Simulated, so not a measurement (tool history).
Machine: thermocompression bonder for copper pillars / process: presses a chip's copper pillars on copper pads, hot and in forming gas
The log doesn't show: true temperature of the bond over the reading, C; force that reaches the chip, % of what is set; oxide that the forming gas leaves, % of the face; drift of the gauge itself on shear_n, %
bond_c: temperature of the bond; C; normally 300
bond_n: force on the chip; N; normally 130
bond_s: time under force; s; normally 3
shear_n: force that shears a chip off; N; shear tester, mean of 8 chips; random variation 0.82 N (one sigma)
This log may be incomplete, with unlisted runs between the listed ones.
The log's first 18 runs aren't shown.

run,hour,bond_c,bond_n,bond_s,hours of work since the heater was calibrated,hours of work since the force cell was calibrated,hours of work since the gas filter was changed,shear_n
19,469.5,300,130,3,43,808,134,82.9
20,497.2,300,130,6,59,824,151,101.8
21,520.9,298,130,3,73,838,165,82.6
22,547.0,298,130,3,89,854,180,82.2
23,580.0,298,130,3,108,873,200,81.1
24,597.0,274,150,3,118,884,210,68.0
25,631.6,274,150,3,139,904,230,68.1
26,662.3,321,94,3,157,922,249,82.0
27,700.6,278,134,6,180,945,271,81.7
# hour 705.9: forming gas filter changed
28,731.8,278,154,3,198,963,15,75.7
29,759.5,285,151,9,215,980,32,111.4
30,792.8,279,151,7,234,999,52,97.7
31,814.2,279,151,7,247,1012,64,98.3
# hour 836.0: force cell calibrated
32,836.8,277,93,3,259,0,77,51.4
33,875.6,322,91,3,282,23,100,88.2
34,906.7,322,91,3,301,42,118,87.2
35,943.0,300,124,2,323,64,140,76.1
36,964.1,300,124,2,335,76,152,77.7
37,997.1,300,124,2,355,96,172,76.2
38,1015.8,318,120,3,366,107,183,102.5
39,1043.2,323,133,7,382,123,199,127.3
40,1072.9,328,161,5,400,141,217,131.7
41,1090.2,298,161,5,410,151,227,112.2

3 ways to go on from here, each from the tool as it stands after run 41. What would each give?
A,1117.5,276,161,5,426,167,243,?
B,1117.5,307,161,5,426,167,243,?
C,1117.5,298,117,4,426,167,243,?

run,shear_n
A,92.7
B,119.2
C,87.1
Without the tool's hidden state the same runs would have given:
run,shear_n
A,90.4
B,119.5
C,85.1
